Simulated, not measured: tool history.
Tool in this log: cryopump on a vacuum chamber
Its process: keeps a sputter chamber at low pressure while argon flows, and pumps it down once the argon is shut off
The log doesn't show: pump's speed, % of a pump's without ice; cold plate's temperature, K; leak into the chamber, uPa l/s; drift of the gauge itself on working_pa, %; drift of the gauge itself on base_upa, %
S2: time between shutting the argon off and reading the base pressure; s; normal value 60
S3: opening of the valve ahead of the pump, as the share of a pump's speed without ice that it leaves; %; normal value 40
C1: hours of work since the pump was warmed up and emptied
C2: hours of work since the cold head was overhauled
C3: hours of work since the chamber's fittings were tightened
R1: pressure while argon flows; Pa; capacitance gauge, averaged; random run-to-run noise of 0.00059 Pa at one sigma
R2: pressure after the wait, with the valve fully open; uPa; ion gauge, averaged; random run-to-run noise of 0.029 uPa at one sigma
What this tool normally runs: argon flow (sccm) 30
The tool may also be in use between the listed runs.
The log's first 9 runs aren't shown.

{"run": 10, "hour": 610.1, "argon flow (sccm)": 59, "S2": 277, "S3": 40, "C1": 869, "C2": 869, "C3": 592, "R1": 0.1838, "R2": 0.78}
{"run": 11, "hour": 683.5, "argon flow (sccm)": 59, "S2": 277, "S3": 40, "C1": 908, "C2": 908, "C3": 631, "R1": 0.1843, "R2": 0.79}
{"run": 12, "hour": 773.0, "argon flow (sccm)": 59, "S2": 277, "S3": 40, "C1": 956, "C2": 956, "C3": 679, "R1": 0.1879, "R2": 0.87}
{"hour": 833.1, "done": "pump warmed up, emptied and cooled again"}
{"run": 13, "hour": 867.0, "argon flow (sccm)": 59, "S2": 277, "S3": 40, "C1": 18, "C2": 1004, "C3": 727, "R1": 0.1578, "R2": 0.66}
{"run": 14, "hour": 914.1, "argon flow (sccm)": 30, "S2": 60, "S3": 30, "C1": 43, "C2": 1029, "C3": 752, "R1": 0.1067, "R2": 1.64}
{"run": 15, "hour": 968.1, "argon flow (sccm)": 30, "S2": 60, "S3": 30, "C1": 72, "C2": 1058, "C3": 781, "R1": 0.1083, "R2": 1.65}
{"run": 16, "hour": 1067.2, "argon flow (sccm)": 31, "S2": 60, "S3": 40, "C1": 125, "C2": 1111, "C3": 834, "R1": 0.0848, "R2": 1.62}
{"run": 17, "hour": 1133.9, "argon flow (sccm)": 31, "S2": 60, "S3": 40, "C1": 161, "C2": 1147, "C3": 870, "R1": 0.0842, "R2": 1.73}
{"run": 18, "hour": 1213.4, "argon flow (sccm)": 57, "S2": 60, "S3": 43, "C1": 204, "C2": 1190, "C3": 912, "R1": 0.1448, "R2": 1.71}
{"run": 19, "hour": 1316.4, "argon flow (sccm)": 57, "S2": 60, "S3": 43, "C1": 259, "C2": 1245, "C3": 968, "R1": 0.1471, "R2": 1.71}
{"run": 20, "hour": 1420.9, "argon flow (sccm)": 54, "S2": 152, "S3": 27, "C1": 315, "C2": 1301, "C3": 1024, "R1": 0.2208, "R2": 1.09}
{"run": 21, "hour": 1504.1, "argon flow (sccm)": 31, "S2": 74, "S3": 49, "C1": 360, "C2": 1345, "C3": 1068, "R1": 0.0726, "R2": 1.53}
{"run": 22, "hour": 1569.8, "argon flow (sccm)": 56, "S2": 33, "S3": 18, "C1": 395, "C2": 1381, "C3": 1103, "R1": 0.341, "R2": 2.71}
{"run": 23, "hour": 1668.4, "argon flow (sccm)": 30, "S2": 167, "S3": 44, "C1": 448, "C2": 1433, "C3": 1156, "R1": 0.0782, "R2": 1.1}
{"run": 24, "hour": 1762.1, "argon flow (sccm)": 14, "S2": 167, "S3": 25, "C1": 498, "C2": 1484, "C3": 1206, "R1": 0.0631, "R2": 1.07}
{"run": 25, "hour": 1861.6, "argon flow (sccm)": 17, "S2": 60, "S3": 27, "C1": 551, "C2": 1537, "C3": 1260, "R1": 0.0713, "R2": 1.89}
{"run": 26, "hour": 1929.9, "argon flow (sccm)": 17, "S2": 60, "S3": 27, "C1": 588, "C2": 1574, "C3": 1296, "R1": 0.0716, "R2": 1.97}

For run 27, what comes out?
{"run": 27, "hour": 2001.1, "argon flow (sccm)": 16, "S2": 54, "S3": 27, "C1": 626, "C2": 1612, "C3": 1335, "R1": "?", "R2": "?"}

R1: 0.0674 Pa
R2: 2.03 uPa
If the tool had no hidden condition, the same run with the same run-to-run variation would have returned R1 0.0625 Pa, R2 1.45 uPa.

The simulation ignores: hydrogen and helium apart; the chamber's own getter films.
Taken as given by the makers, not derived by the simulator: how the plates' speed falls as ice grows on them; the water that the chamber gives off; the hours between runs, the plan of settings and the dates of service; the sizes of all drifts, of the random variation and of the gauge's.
